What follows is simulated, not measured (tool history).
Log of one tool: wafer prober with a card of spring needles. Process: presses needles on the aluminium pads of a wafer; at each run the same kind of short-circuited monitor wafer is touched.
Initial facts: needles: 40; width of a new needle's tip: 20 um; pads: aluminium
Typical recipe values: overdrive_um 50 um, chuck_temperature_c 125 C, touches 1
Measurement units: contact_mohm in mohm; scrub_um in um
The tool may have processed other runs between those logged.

run,day,overdrive_um,chuck_temperature_c,touches,contact_mohm,scrub_um
1,0,50,125,1,228,9.67
# day 0.117: tips cleaned on abrasive film
2,0.379,40,125,1,263,7.73
# day 0.608: tips cleaned on abrasive film
3,0.858,40,114,1,255,7.7
# day 1.067: tips cleaned on abrasive film
4,1.196,40,114,1,219,7.66
# day 1.533: tips cleaned on abrasive film
5,1.908,40,114,1,292,7.67
# day 2.004: tips cleaned on abrasive film
# day 2.129: height of the first contact set anew
6,2.379,50,125,2,191,9.51
# day 2.504: tips cleaned on abrasive film
7,2.9,50,125,2,203,9.51
# day 2.979: tips cleaned on abrasive film
# day 3.429: height of the first contact set anew, once more
# day 3.442: tips cleaned on abrasive film
8,3.442,50,125,2,132,9.73
# day 3.929: tips cleaned on abrasive film
9,3.992,50,125,2,151,9.73
# day 4.379: tips cleaned on abrasive film
10,4.471,50,125,1,171,9.73
# day 4.875: tips cleaned on abrasive film
11,5,35,125,1,243,6.78
# day 5.358: tips cleaned on abrasive film
12,5.362,60,52,1,121,11.66

Expected results for the next run?
13,5.75,52,52,1,?,?

{"run 13": {"contact_mohm": 236, "scrub_um": 10.08}}
Without the tool's hidden state the same run would have given contact_mohm 116 mohm, scrub_um 10.15 um.

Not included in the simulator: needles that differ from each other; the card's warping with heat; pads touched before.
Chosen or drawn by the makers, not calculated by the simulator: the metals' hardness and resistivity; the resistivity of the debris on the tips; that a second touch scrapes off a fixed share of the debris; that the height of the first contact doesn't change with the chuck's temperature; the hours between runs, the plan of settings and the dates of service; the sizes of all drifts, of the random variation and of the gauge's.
